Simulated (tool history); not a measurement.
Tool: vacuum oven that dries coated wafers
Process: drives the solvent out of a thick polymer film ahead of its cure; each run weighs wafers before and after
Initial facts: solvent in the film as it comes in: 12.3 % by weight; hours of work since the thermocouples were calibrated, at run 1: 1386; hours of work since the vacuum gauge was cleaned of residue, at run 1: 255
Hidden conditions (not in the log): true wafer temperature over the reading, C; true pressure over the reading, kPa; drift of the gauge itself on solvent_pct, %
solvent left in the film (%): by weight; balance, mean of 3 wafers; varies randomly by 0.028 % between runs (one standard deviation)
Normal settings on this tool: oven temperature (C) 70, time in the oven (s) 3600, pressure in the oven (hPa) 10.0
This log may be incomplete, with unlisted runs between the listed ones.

run   hour  oven temperature (C)  time in the oven (s)  pressure in the oven (hPa)  hours of work since the thermocouples were calibrated  hours of work since the vacuum gauge was cleaned of residue  solvent left in the film (%)
  1    0.0                    70                  3600                        10.0                                                   1386                                                          255                          0.96
  2   23.3                    70                  3600                        10.0                                                   1398                                                          268                          1.05
  3   44.3                    70                  3600                        10.0                                                   1410                                                          279                          1.03
  4   64.4                    70                  3600                        29.7                                                   1421                                                          290                          2.00
  5   82.5                    70                  3600                        10.0                                                   1430                                                          300                          1.07
  6  101.6                    70                  3600                         7.9                                                   1441                                                          310                          0.98
  7  124.8                    70                  3600                         7.9                                                   1453                                                          323                          0.93
  8  148.8                    70                  3600                         7.9                                                   1466                                                          336                          0.93
  9  168.3                    70                  5520                         7.9                                                   1477                                                          346                          0.51
 10  180.6                    70                  3600                        11.8                                                   1484                                                          353                          1.16
 11  204.6                    70                  3600                        11.8                                                   1497                                                          366                          1.19
 12  225.2                    70                  4200                        10.0                                                   1508                                                          377                          0.90
 13  241.3                    70                  4200                        10.0                                                   1517                                                          386                          0.87
 14  258.8                    70                  4200                        10.0                                                   1526                                                          395                          0.87
 15  280.6                    70                  2460                        10.0                                                   1538                                                          407                          1.79
 16  290.8                    70                  2460                        10.0                                                   1543                                                          413                          1.86
 17  312.3                    70                  3600                        10.0                                                   1555                                                          424                          1.09
 18  325.3                    70                  3600                        10.0                                                   1562                                                          431                          1.05
 19  346.8                    61                  3600                        10.0                                                   1574                                                          443                          2.86
 20  370.2                    61                  3600                        10.0                                                   1586                                                          456                          2.93
 21  384.0                    61                  3600                        10.0                                                   1594                                                          463                          2.89
 22  403.9                    70                  3600                        10.0                                                   1605                                                          474                          1.10
 23  421.9                    70                  3600                         5.2                                                   1614                                                          484                          0.89
     431.0  -- oven's thermocouples calibrated
 24  446.8                    70                  3600                         5.2                                                      9                                                          496                          0.66
 25  459.0                    67                  6180                        17.9                                                     15                                                          503                          1.18
 26  483.4                    67                  4800                        12.1                                                     28                                                          516                          1.07
 27  502.0                    70                  2100                         9.6                                                     39                                                          526                          2.06
 28  513.6                    70                  5520                        14.2                                                     45                                                          532                          0.88
 29  535.6                    70                  2460                         7.2                                                     57                                                          544                          1.52
 30  555.3                    84                  3600                        16.6                                                     67                                                          555                          0.52
 31  568.1                    84                  3600                        16.6                                                     74                                                          562                          0.47
 32  584.3                    80                  3600                        22.2                                                     83                                                          571                          0.76
 33  606.6                    84                  5100                        10.0                                                     95                                                          583                          0.33
 34  624.7                    64                  5100                        10.0                                                    105                                                          593                          1.29
 35  645.3                    64                  5100                        10.0                                                    116                                                          604                          1.28
 36  663.8                    73                  3600                        25.0                                                    126                                                          614                          1.38
 37  676.0                    73                  3600                        25.0                                                    133                                                          620                          1.32
 38  698.0                    61                  2580                        36.8                                                    145                                                          632                          5.24
 39  712.5                    67                  2340                        35.4                                                    153                                                          640                          3.69
 40  736.2                    67                  2340                        35.4                                                    166                                                          653                          3.72
 41  751.4                    67                  2340                        35.4                                                    174                                                          661                          3.64
 42  769.6                    70                  3600                         5.6                                                    184                                                          671                          0.82
 43  787.6                    76                  1920                        26.1                                                    193                                                          681                          1.83
 44  797.7                    76                  1920                        19.9                                                    199                                                          686                          1.57
 45  817.0                    65                  3540                        29.3                                                    209                                                          697                          2.91
 46  833.5                    65                  3540                        29.3                                                    218                                                          706                          2.89
 47  858.2                    70                  3480                        10.0                                                    232                                                          719                          1.08
 48  877.4                    70                  4200                        24.4                                                    242                                                          730                          1.59

Here are 3 independent what-if runs from the current tool condition. What would each one return?
  A  890.7                    55                  4200                        12.0                                                    249                                                          737                             ?
  B  890.7                    56                  2640                        13.5                                                    249                                                          737                             ?
  C  890.7                    73                  4200                        24.4                                                    249                                                          737                             ?

run  solvent left in the film (%)
  A                          4.01
  B                          5.36
  C                          1.25
With the hidden condition removed and each run's random variation left untouched, the same runs would have given:
run  solvent left in the film (%)
  A                          3.74
  B                          5.13
  C                          1.11
